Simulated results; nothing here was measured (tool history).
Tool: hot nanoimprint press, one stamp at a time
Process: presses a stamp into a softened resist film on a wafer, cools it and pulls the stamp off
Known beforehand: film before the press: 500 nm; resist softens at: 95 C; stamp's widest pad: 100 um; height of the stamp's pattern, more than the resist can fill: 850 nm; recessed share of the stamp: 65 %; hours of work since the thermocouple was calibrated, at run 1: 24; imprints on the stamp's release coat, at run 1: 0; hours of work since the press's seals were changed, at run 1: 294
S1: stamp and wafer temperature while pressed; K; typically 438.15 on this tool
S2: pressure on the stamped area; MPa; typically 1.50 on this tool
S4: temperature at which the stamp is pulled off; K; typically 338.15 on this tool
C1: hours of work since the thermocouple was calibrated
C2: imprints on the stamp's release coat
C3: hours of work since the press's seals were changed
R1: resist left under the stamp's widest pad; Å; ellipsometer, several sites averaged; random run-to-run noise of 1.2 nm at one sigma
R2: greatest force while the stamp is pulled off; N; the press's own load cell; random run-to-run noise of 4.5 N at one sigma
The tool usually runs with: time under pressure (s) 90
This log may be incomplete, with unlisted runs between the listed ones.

run 1 day=0.000 | S1=438.15 S2=1.50 time_under_pressure_(s)=90 S4=338.15 | C1=24 C2=0 C3=294 | R1=2776 R2=217
run 2 day=0.558 | S1=438.15 S2=1.50 time_under_pressure_(s)=90 S4=338.15 | C1=33 C2=69 C3=303 | R1=2786 R2=221
run 3 day=1.650 | S1=438.15 S2=1.50 time_under_pressure_(s)=90 S4=338.15 | C1=50 C2=203 C3=320 | R1=2780 R2=215
run 4 day=2.312 | S1=438.15 S2=1.50 time_under_pressure_(s)=90 S4=335.15 | C1=60 C2=285 C3=331 | R1=2769 R2=222
run 5 day=3.308 | S1=438.15 S2=1.50 time_under_pressure_(s)=90 S4=335.15 | C1=76 C2=407 C3=346 | R1=2763 R2=220
run 6 day=4.138 | S1=438.15 S2=1.50 time_under_pressure_(s)=90 S4=335.15 | C1=89 C2=509 C3=359 | R1=2766 R2=226
run 7 day=5.225 | S1=438.15 S2=1.50 time_under_pressure_(s)=90 S4=335.15 | C1=106 C2=643 C3=376 | R1=2770 R2=232
run 8 day=6.121 | S1=438.15 S2=1.50 time_under_pressure_(s)=90 S4=335.15 | C1=120 C2=753 C3=391 | R1=2781 R2=218
run 9 day=7.042 | S1=438.15 S2=2.13 time_under_pressure_(s)=90 S4=338.15 | C1=134 C2=867 C3=405 | R1=2404 R2=229
run 10 day=7.633 | S1=438.15 S2=2.13 time_under_pressure_(s)=90 S4=338.15 | C1=144 C2=939 C3=414 | R1=2419 R2=217
run 11 day=8.250 | S1=443.15 S2=0.98 time_under_pressure_(s)=123 S4=338.15 | C1=153 C2=1015 C3=424 | R1=2431 R2=214
run 12 day=8.875 | S1=432.15 S2=1.01 time_under_pressure_(s)=90 S4=338.15 | C1=163 C2=1092 C3=434 | R1=3819 R2=226
run 13 day=10.004 | S1=427.15 S2=1.50 time_under_pressure_(s)=90 S4=332.15 | C1=181 C2=1232 C3=452 | R1=3976 R2=250
run 14 day=10.875 | S1=427.15 S2=1.50 time_under_pressure_(s)=90 S4=332.15 | C1=195 C2=1338 C3=465 | R1=3937 R2=234
run 15 day=11.488 | S1=427.15 S2=1.50 time_under_pressure_(s)=90 S4=332.15 | C1=204 C2=1414 C3=475 | R1=3949 R2=238
run 16 day=12.029 | S1=427.15 S2=1.50 time_under_pressure_(s)=90 S4=325.15 | C1=213 C2=1481 C3=483 | R1=3985 R2=256
run 17 day=12.821 | S1=427.15 S2=1.50 time_under_pressure_(s)=90 S4=325.15 | C1=225 C2=1578 C3=496 | R1=3985 R2=261
-- day=13.167 stamp cleaned and given a new release coat
run 18 day=13.842 | S1=438.15 S2=0.99 time_under_pressure_(s)=90 S4=338.15 | C1=237 C2=83 C3=508 | R1=3241 R2=221
run 19 day=14.792 | S1=438.15 S2=0.99 time_under_pressure_(s)=90 S4=338.15 | C1=252 C2=200 C3=523 | R1=3220 R2=222

Each row is a separate what-if for the run after 19, all from the same tool condition, not one after another. Results?
run A day=15.717 | S1=442.15 S2=1.47 time_under_pressure_(s)=90 S4=333.15 | C1=267 C2=314 C3=537 | R1=? R2=?
run B day=15.717 | S1=438.15 S2=1.89 time_under_pressure_(s)=90 S4=332.15 | C1=267 C2=314 C3=537 | R1=? R2=?
run C day=15.717 | S1=438.15 S2=1.78 time_under_pressure_(s)=90 S4=338.15 | C1=267 C2=314 C3=537 | R1=? R2=?
run D day=15.717 | S1=438.15 S2=0.99 time_under_pressure_(s)=133 S4=338.15 | C1=267 C2=314 C3=537 | R1=? R2=?
run E day=15.717 | S1=435.15 S2=1.52 time_under_pressure_(s)=122 S4=338.15 | C1=267 C2=314 C3=537 | R1=? R2=?

run=A R1=2397 R2=240
run=B R1=2544 R2=232
run=C R1=2579 R2=215
run=D R1=2877 R2=212
run=E R1=2803 R2=214
With no hidden state in the tool, these same runs would have given:
run=A R1=2393 R2=239
run=B R1=2540 R2=231
run=C R1=2575 R2=214
run=D R1=2873 R2=212
run=E R1=2799 R2=214

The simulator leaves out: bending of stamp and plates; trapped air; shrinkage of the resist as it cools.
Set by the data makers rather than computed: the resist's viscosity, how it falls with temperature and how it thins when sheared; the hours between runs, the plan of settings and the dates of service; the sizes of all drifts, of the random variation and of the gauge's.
